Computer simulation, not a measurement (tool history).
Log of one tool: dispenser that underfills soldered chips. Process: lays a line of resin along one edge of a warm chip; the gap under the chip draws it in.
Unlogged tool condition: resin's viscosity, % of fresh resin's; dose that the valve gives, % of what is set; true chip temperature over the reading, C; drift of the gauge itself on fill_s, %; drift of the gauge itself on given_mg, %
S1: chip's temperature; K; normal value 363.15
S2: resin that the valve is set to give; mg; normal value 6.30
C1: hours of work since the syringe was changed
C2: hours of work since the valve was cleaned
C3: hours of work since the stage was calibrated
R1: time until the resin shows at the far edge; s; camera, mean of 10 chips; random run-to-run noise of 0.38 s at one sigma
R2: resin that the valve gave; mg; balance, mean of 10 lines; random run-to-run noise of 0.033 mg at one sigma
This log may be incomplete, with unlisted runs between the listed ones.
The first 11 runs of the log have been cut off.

| run | day | S1 | S2 | C1 | C2 | C3 | R1 | R2 |
|---|---|---|---|---|---|---|---|---|
|  | 3.321 | new syringe of resin |
| 12 | 3.321 | 363.15 | 7.14 | 0 | 17 | 183 | 23.0 | 7.09 |
|  | 3.662 | new syringe of resin |
| 13 | 3.662 | 363.15 | 6.30 | 0 | 23 | 189 | 23.0 | 6.24 |
| 14 | 3.900 | 363.15 | 6.30 | 4 | 27 | 194 | 26.6 | 6.28 |
|  | 4.017 | new syringe of resin |
| 15 | 4.142 | 363.15 | 6.30 | 2 | 32 | 198 | 25.3 | 6.22 |
| 16 | 4.329 | 363.15 | 6.30 | 6 | 35 | 201 | 28.2 | 6.22 |
|  | 4.358 | new syringe of resin |
|  | 4.692 | new syringe of resin |
| 17 | 4.725 | 363.15 | 5.79 | 1 | 42 | 208 | 24.2 | 5.72 |
|  | 5.042 | new syringe of resin |
| 18 | 5.054 | 349.15 | 7.07 | 0 | 48 | 214 | 46.9 | 6.96 |
| 19 | 5.304 | 349.15 | 7.07 | 5 | 52 | 218 | 55.4 | 6.95 |
|  | 5.392 | new syringe of resin |
| 20 | 5.646 | 349.15 | 7.07 | 5 | 58 | 224 | 54.5 | 6.98 |
|  | 5.738 | new syringe of resin |
| 21 | 5.846 | 349.15 | 7.07 | 2 | 62 | 228 | 49.7 | 6.92 |
|  | 6.075 | new syringe of resin |
| 22 | 6.250 | 366.15 | 6.96 | 3 | 69 | 235 | 22.1 | 6.85 |
|  | 6.412 | new syringe of resin |
| 23 | 6.488 | 366.15 | 6.96 | 1 | 73 | 239 | 21.0 | 6.72 |

Run 24 has not been measured yet. What should we expect?
|  | 6.771 | new syringe of resin |
| 24 | 6.792 | 359.15 | 6.82 | 0 | 78 | 244 | ? | ? |

Logged for run 24: R1 28.3 s, R2 6.62 mg.
If the tool had no hidden condition, the same run with the same run-to-run variation would have returned R1 27.1 s, R2 6.81 mg.

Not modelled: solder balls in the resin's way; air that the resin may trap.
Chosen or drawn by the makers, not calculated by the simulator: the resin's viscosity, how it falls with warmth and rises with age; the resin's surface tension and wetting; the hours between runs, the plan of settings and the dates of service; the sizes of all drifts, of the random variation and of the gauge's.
